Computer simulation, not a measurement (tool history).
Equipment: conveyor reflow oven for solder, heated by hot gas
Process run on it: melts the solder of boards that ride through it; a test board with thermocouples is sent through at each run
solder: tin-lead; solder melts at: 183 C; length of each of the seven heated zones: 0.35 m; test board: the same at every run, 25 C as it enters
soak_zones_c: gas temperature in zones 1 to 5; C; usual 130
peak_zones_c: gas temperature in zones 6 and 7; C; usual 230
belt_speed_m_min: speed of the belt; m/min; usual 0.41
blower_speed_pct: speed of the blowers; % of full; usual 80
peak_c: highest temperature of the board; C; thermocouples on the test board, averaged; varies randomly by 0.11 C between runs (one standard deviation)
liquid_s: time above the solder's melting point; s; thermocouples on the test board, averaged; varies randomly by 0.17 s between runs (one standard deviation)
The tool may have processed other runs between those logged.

run,day,soak_zones_c,peak_zones_c,belt_speed_m_min,blower_speed_pct,peak_c,liquid_s
1,0,130,230,0.41,80,210.3,64.1
2,0.775,127,230,0.41,80,209.8,62.3
3,2.208,130,230,0.41,65,207.2,59
4,3.371,130,230,0.41,80,210,64
5,4.138,130,230,0.41,80,210,63.8
6,5.175,135,230,0.41,80,211.1,67.5
7,6.171,135,230,0.41,80,211,67.4
8,7.438,124,230,0.41,80,208.6,59.3
9,8.662,124,230,0.41,80,208.6,59
10,9.554,117,230,0.41,80,206.8,54.5
11,10.4,117,230,0.41,80,206.7,54.1
# day 10.704: flux residue cleaned out of gas plates and filters
12,11.296,130,230,0.336,80,215.3,87.7
13,12.612,130,228,0.336,80,213.6,85.5
14,13.375,131,230,0.391,56,205.5,59.2
15,14.054,121,234,0.481,52,195,26.1
16,15.212,121,234,0.481,52,194.8,26
17,16.704,135,230,0.41,80,209.1,64.5
# day 17.312: flux residue cleaned out of gas plates and filters, once more
18,17.538,135,230,0.41,80,212.7,70.6
19,18.429,130,230,0.347,80,217.1,88
20,19.838,130,230,0.347,88,218.2,90
21,20.608,130,230,0.347,88,218.1,90
22,21.35,130,238,0.481,88,213.7,57.5
23,22.725,132,238,0.481,59,207.3,49.7
24,23.712,136,230,0.41,80,212.8,70.6
25,24.762,136,227,0.45,84,207.6,57.8
26,25.546,136,227,0.45,84,207.5,57.3

What if the next run were any one of these 3? Each begins from the tool's condition after run 26:
A,26.812,132,226,0.399,80,?,?
B,26.812,130,230,0.374,80,?,?
C,26.812,136,233,0.45,84,?,?

run,peak_c,liquid_s
A,209.3,66.5
B,214.6,77.7
C,212.4,62.7
Without the tool's hidden state the same runs would have given:
run,peak_c,liquid_s
A,209.1,66.1
B,214.3,77.2
C,212.4,62.5

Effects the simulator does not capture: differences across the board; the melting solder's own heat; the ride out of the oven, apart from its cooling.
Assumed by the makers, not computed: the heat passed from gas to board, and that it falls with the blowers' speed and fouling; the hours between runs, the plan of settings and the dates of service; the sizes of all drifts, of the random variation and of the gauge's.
